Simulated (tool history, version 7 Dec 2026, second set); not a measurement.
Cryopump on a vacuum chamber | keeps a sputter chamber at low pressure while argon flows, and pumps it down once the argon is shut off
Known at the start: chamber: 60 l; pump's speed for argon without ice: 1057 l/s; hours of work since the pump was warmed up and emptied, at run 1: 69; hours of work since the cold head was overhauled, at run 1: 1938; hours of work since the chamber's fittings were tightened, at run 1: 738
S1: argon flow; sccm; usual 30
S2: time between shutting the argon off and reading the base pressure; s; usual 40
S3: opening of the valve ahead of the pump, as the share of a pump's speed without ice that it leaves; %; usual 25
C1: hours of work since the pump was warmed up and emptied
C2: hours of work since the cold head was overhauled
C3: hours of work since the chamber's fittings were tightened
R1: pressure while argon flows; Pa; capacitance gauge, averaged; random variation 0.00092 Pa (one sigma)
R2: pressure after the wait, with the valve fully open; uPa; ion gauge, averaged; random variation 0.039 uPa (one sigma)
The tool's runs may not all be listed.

run 1 hour=0.0 | S1=30 S2=40 S3=25 | C1=69 C2=1938 C3=738 | R1=0.1947 R2=2.81
run 2 hour=70.6 | S1=30 S2=40 S3=16 | C1=108 C2=1976 C3=776 | R1=0.3058 R2=2.95
run 3 hour=134.4 | S1=30 S2=156 S3=16 | C1=143 C2=2011 C3=811 | R1=0.3080 R2=1.61
run 4 hour=205.2 | S1=30 S2=156 S3=16 | C1=182 C2=2050 C3=850 | R1=0.3090 R2=1.65
run 5 hour=286.2 | S1=30 S2=156 S3=16 | C1=226 C2=2094 C3=894 | R1=0.3090 R2=1.74
run 6 hour=342.8 | S1=30 S2=243 S3=16 | C1=257 C2=2125 C3=925 | R1=0.3146 R2=1.63
run 7 hour=411.5 | S1=30 S2=243 S3=16 | C1=294 C2=2162 C3=962 | R1=0.3188 R2=1.69
run 8 hour=473.7 | S1=30 S2=243 S3=16 | C1=328 C2=2196 C3=997 | R1=0.3154 R2=1.81
run 9 hour=569.9 | S1=30 S2=243 S3=16 | C1=381 C2=2249 C3=1049 | R1=0.3208 R2=1.95
-- hour=593.7 pump warmed up, emptied and cooled again
run 10 hour=667.8 | S1=30 S2=243 S3=16 | C1=40 C2=2300 C3=1100 | R1=0.3054 R2=1.57
run 11 hour=766.3 | S1=30 S2=243 S3=16 | C1=94 C2=2354 C3=1154 | R1=0.3055 R2=1.67
run 12 hour=846.6 | S1=30 S2=243 S3=16 | C1=138 C2=2397 C3=1198 | R1=0.3063 R2=1.76
run 13 hour=916.7 | S1=30 S2=48 S3=16 | C1=176 C2=2436 C3=1236 | R1=0.3100 R2=3.13
run 14 hour=977.0 | S1=30 S2=40 S3=25 | C1=209 C2=2469 C3=1269 | R1=0.2035 R2=3.52
run 15 hour=1062.1 | S1=30 S2=40 S3=25 | C1=256 C2=2515 C3=1315 | R1=0.2050 R2=3.67
run 16 hour=1126.7 | S1=30 S2=40 S3=25 | C1=291 C2=2551 C3=1351 | R1=0.2083 R2=3.72
run 17 hour=1202.7 | S1=30 S2=40 S3=25 | C1=333 C2=2592 C3=1392 | R1=0.2086 R2=3.97
run 18 hour=1297.6 | S1=49 S2=124 S3=25 | C1=385 C2=2644 C3=1444 | R1=0.3463 R2=2.80
-- hour=1315.3 pump warmed up, emptied and cooled again
run 19 hour=1346.0 | S1=18 S2=54 S3=27 | C1=17 C2=2668 C3=1468 | R1=0.1080 R2=2.93
run 20 hour=1421.9 | S1=18 S2=40 S3=25 | C1=58 C2=2709 C3=1509 | R1=0.1176 R2=3.57
run 21 hour=1514.9 | S1=18 S2=40 S3=26 | C1=109 C2=2760 C3=1560 | R1=0.1143 R2=3.77
run 22 hour=1609.3 | S1=46 S2=111 S3=26 | C1=161 C2=2812 C3=1612 | R1=0.2930 R2=2.62
run 23 hour=1652.7 | S1=38 S2=268 S3=54 | C1=184 C2=2835 C3=1635 | R1=0.1243 R2=2.22
run 24 hour=1717.5 | S1=30 S2=54 S3=25 | C1=220 C2=2871 C3=1671 | R1=0.2029 R2=3.61
run 25 hour=1768.1 | S1=22 S2=244 S3=27 | C1=247 C2=2898 C3=1698 | R1=0.1404 R2=2.43
run 26 hour=1861.7 | S1=22 S2=244 S3=27 | C1=299 C2=2949 C3=1750 | R1=0.1422 R2=2.59
run 27 hour=1905.7 | S1=22 S2=244 S3=27 | C1=323 C2=2974 C3=1774 | R1=0.1420 R2=2.68
run 28 hour=1990.4 | S1=22 S2=244 S3=27 | C1=369 C2=3020 C3=1820 | R1=0.1450 R2=2.89
-- hour=2038.2 pump warmed up, emptied and cooled again
run 29 hour=2092.6 | S1=30 S2=40 S3=25 | C1=30 C2=3073 C3=1873 | R1=0.1941 R2=3.85
run 30 hour=2162.1 | S1=12 S2=35 S3=25 | C1=68 C2=3111 C3=1911 | R1=0.0785 R2=4.17
-- hour=2220.9 leaking fittings of the chamber tightened, without venting
run 31 hour=2244.4 | S1=12 S2=35 S3=25 | C1=112 C2=3155 C3=13 | R1=0.0793 R2=2.57
run 32 hour=2341.1 | S1=34 S2=91 S3=25 | C1=164 C2=3208 C3=66 | R1=0.2285 R2=1.26
run 33 hour=2424.8 | S1=38 S2=40 S3=59 | C1=210 C2=3253 C3=111 | R1=0.1152 R2=2.43

Measured less the same run without the tool's hidden state. The same run-to-run variation is in both; the gauge's scatter may not be:
The hidden state here: pump's speed, % of a pump's without ice; cold plate's temperature, K; leak into the chamber, uPa l/s; drift of the gauge itself on working_pa, %; drift of the gauge itself on base_upa, %.
run=1 R1=+0.0042 R2=+0.66
run=2 R1=+0.0056 R2=+0.73
run=3 R1=+0.0073 R2=+0.82
run=4 R1=+0.0093 R2=+0.87
run=5 R1=+0.0115 R2=+0.96
run=6 R1=+0.0132 R2=+1.04
run=7 R1=+0.0158 R2=+1.11
run=8 R1=+0.0175 R2=+1.20
run=9 R1=+0.0215 R2=+1.37
run=10 R1=+0.0032 R2=+0.97
run=11 R1=+0.0054 R2=+1.07
run=12 R1=+0.0073 R2=+1.14
run=13 R1=+0.0092 R2=+1.26
run=14 R1=+0.0109 R2=+1.33
run=15 R1=+0.0134 R2=+1.45
run=16 R1=+0.0155 R2=+1.54
run=17 R1=+0.0180 R2=+1.70
run=18 R1=+0.0350 R2=+1.86
run=19 R1=+0.0013 R2=+1.24
run=20 R1=+0.0023 R2=+1.35
run=21 R1=+0.0036 R2=+1.50
run=22 R1=+0.0129 R2=+1.63
run=23 R1=+0.0120 R2=+1.65
run=24 R1=+0.0113 R2=+1.82
run=25 R1=+0.0095 R2=+1.85
run=26 R1=+0.0117 R2=+2.00
run=27 R1=+0.0127 R2=+2.07
run=28 R1=+0.0152 R2=+2.31
run=29 R1=+0.0030 R2=+1.64
run=30 R1=+0.0019 R2=+1.72
run=31 R1=+0.0026 R2=+0.07
run=32 R1=+0.0100 R2=+0.14
run=33 R1=+0.0138 R2=+0.19
